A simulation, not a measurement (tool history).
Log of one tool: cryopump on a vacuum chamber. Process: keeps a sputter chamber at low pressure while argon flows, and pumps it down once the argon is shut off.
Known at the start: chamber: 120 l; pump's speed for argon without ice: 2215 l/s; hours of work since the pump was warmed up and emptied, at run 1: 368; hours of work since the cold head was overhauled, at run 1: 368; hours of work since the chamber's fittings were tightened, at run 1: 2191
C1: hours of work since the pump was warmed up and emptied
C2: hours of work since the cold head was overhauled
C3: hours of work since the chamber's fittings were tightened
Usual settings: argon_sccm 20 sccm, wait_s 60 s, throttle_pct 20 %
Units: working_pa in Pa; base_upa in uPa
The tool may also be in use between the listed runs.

{"run": 1, "hour": 0.0, "argon_sccm": 20, "wait_s": 60, "throttle_pct": 20, "C1": 368, "C2": 368, "C3": 2191, "working_pa": 0.0789, "base_upa": 2.14}
{"run": 2, "hour": 12.5, "argon_sccm": 20, "wait_s": 32, "throttle_pct": 20, "C1": 378, "C2": 378, "C3": 2201, "working_pa": 0.0787, "base_upa": 2.95}
{"run": 3, "hour": 25.2, "argon_sccm": 20, "wait_s": 32, "throttle_pct": 20, "C1": 388, "C2": 388, "C3": 2212, "working_pa": 0.0786, "base_upa": 2.88}
{"run": 4, "hour": 43.7, "argon_sccm": 16, "wait_s": 60, "throttle_pct": 20, "C1": 403, "C2": 403, "C3": 2227, "working_pa": 0.0631, "base_upa": 2.17}
{"run": 5, "hour": 56.0, "argon_sccm": 16, "wait_s": 60, "throttle_pct": 20, "C1": 413, "C2": 413, "C3": 2237, "working_pa": 0.0636, "base_upa": 2.16}
{"run": 6, "hour": 66.4, "argon_sccm": 16, "wait_s": 60, "throttle_pct": 20, "C1": 422, "C2": 422, "C3": 2245, "working_pa": 0.0627, "base_upa": 2.17}
{"run": 7, "hour": 86.6, "argon_sccm": 10, "wait_s": 60, "throttle_pct": 20, "C1": 438, "C2": 438, "C3": 2262, "working_pa": 0.0391, "base_upa": 2.2}
{"run": 8, "hour": 101.1, "argon_sccm": 10, "wait_s": 60, "throttle_pct": 20, "C1": 450, "C2": 450, "C3": 2273, "working_pa": 0.0396, "base_upa": 2.22}
{"run": 9, "hour": 111.7, "argon_sccm": 20, "wait_s": 60, "throttle_pct": 20, "C1": 459, "C2": 459, "C3": 2282, "working_pa": 0.0796, "base_upa": 2.19}
{"run": 10, "hour": 123.9, "argon_sccm": 20, "wait_s": 60, "throttle_pct": 20, "C1": 469, "C2": 469, "C3": 2292, "working_pa": 0.0789, "base_upa": 2.29}
{"run": 11, "hour": 136.1, "argon_sccm": 20, "wait_s": 60, "throttle_pct": 20, "C1": 479, "C2": 479, "C3": 2302, "working_pa": 0.0791, "base_upa": 2.19}
{"run": 12, "hour": 152.7, "argon_sccm": 20, "wait_s": 60, "throttle_pct": 20, "C1": 492, "C2": 492, "C3": 2315, "working_pa": 0.0793, "base_upa": 2.23}
{"run": 13, "hour": 166.7, "argon_sccm": 20, "wait_s": 60, "throttle_pct": 20, "C1": 503, "C2": 503, "C3": 2327, "working_pa": 0.0798, "base_upa": 2.24}
{"run": 14, "hour": 178.8, "argon_sccm": 20, "wait_s": 60, "throttle_pct": 38, "C1": 513, "C2": 513, "C3": 2336, "working_pa": 0.0429, "base_upa": 2.26}
{"run": 15, "hour": 190.1, "argon_sccm": 20, "wait_s": 60, "throttle_pct": 38, "C1": 522, "C2": 522, "C3": 2346, "working_pa": 0.0428, "base_upa": 2.27}
{"run": 16, "hour": 206.1, "argon_sccm": 9, "wait_s": 60, "throttle_pct": 20, "C1": 536, "C2": 536, "C3": 2359, "working_pa": 0.0363, "base_upa": 2.26}

The next listed run, before its measurement:
{"run": 17, "hour": 214.8, "argon_sccm": 20, "wait_s": 232, "throttle_pct": 20, "C1": 543, "C2": 543, "C3": 2366, "working_pa": "?", "base_upa": "?"}

{"run 17": {"working_pa": 0.0796, "base_upa": 1.58}}
Without the tool's hidden state the same run would have given working_pa 0.0763 Pa, base_upa 0.36 uPa.

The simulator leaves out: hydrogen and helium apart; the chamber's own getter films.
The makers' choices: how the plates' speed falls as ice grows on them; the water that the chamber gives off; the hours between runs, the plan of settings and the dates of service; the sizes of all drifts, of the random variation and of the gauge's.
